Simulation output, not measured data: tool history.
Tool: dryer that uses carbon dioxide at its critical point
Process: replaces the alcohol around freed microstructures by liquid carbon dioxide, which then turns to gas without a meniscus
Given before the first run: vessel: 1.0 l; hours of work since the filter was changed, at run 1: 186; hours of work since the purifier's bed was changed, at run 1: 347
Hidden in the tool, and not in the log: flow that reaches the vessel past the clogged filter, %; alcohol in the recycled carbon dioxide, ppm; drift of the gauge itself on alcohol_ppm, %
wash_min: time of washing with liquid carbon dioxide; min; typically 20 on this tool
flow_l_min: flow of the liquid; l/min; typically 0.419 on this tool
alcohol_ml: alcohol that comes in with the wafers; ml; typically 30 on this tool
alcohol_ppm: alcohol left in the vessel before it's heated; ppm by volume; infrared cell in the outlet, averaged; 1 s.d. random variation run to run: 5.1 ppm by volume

run     day  wash_min  flow_l_min  alcohol_ml  hours of work since the filter was changed  hours of work since the purifier's bed was changed  alcohol_ppm
  1   0.000        20       0.419          30                                         186                                                 347           96
  2   0.788        20       0.419          30                                         193                                                 355           94
  3   1.588        15       0.419          30                                         201                                                 362          323
  4   2.488        15       0.419          30                                         209                                                 371          314
  5   3.000        15       0.419          30                                         214                                                 376          318
  6   3.858        20       0.419          30                                         222                                                 384          108
  7   4.896        20       0.419          30                                         232                                                 394          108
  8   5.388        20       0.419          30                                         237                                                 398          103
      5.925  -- inlet filter changed
  9   6.492        20       0.419          30                                           5                                                 408           96
 10   7.171        20       0.419          30                                          12                                                 415           93
 11   8.058        20       0.419          30                                          20                                                 423           92
 12   9.162        20       0.419          30                                          31                                                 434          100
 13   9.771        20       0.419          99                                          36                                                 439          197
 14  10.850        20       0.419          25                                          47                                                 450           93
 15  11.362        20       0.419          25                                          51                                                 454           88
 16  12.125        20       0.419          54                                          59                                                 462          132
 17  12.625        15       0.372          33                                          63                                                 466          496
 18  13.562        20       0.419          38                                          72                                                 475          118
 19  14.629        20       0.419          38                                          82                                                 485          119
 20  15.708        14       0.498          20                                          93                                                 496          152
 21  16.421        14       0.419          30                                          99                                                 502          403
 22  17.171        14       0.419          30                                         107                                                 509          405
 23  18.212        20       0.524          30                                         116                                                 519           79
 24  19.262        20       0.524          30                                         126                                                 529           65
 25  20.162        20       0.524          30                                         135                                                 538           71
 26  20.621        20       0.524          30                                         139                                                 542           71
 27  21.146        16       0.264         103                                         144                                                 547         4189
 28  21.958        16       0.303          31                                         152                                                 555          843
 29  22.708        13       0.419          49                                         159                                                 562          870
 30  23.446        20       0.335          46                                         166                                                 569          343
 31  24.021        20       0.335          46                                         171                                                 574          364

Branching from run 31: 5 alternative next runs. What would each branch give?
  A  24.696        20       0.647          29                                         178                                                 581            ?
  B  24.696        14       0.335          46                                         178                                                 581            ?
  C  24.696        13       0.419          22                                         178                                                 581            ?
  D  24.696        21       0.662          24                                         178                                                 581            ?
  E  24.696        14       0.347          46                                         178                                                 581            ?

run  alcohol_ppm
  A           67
  B         1405
  C          428
  D           65
  E         1235
Take away the tool's hidden state, keep each run's random variation, and the runs would have read:
run  alcohol_ppm
  A            5
  B         1159
  C          312
  D            3
  E         1009
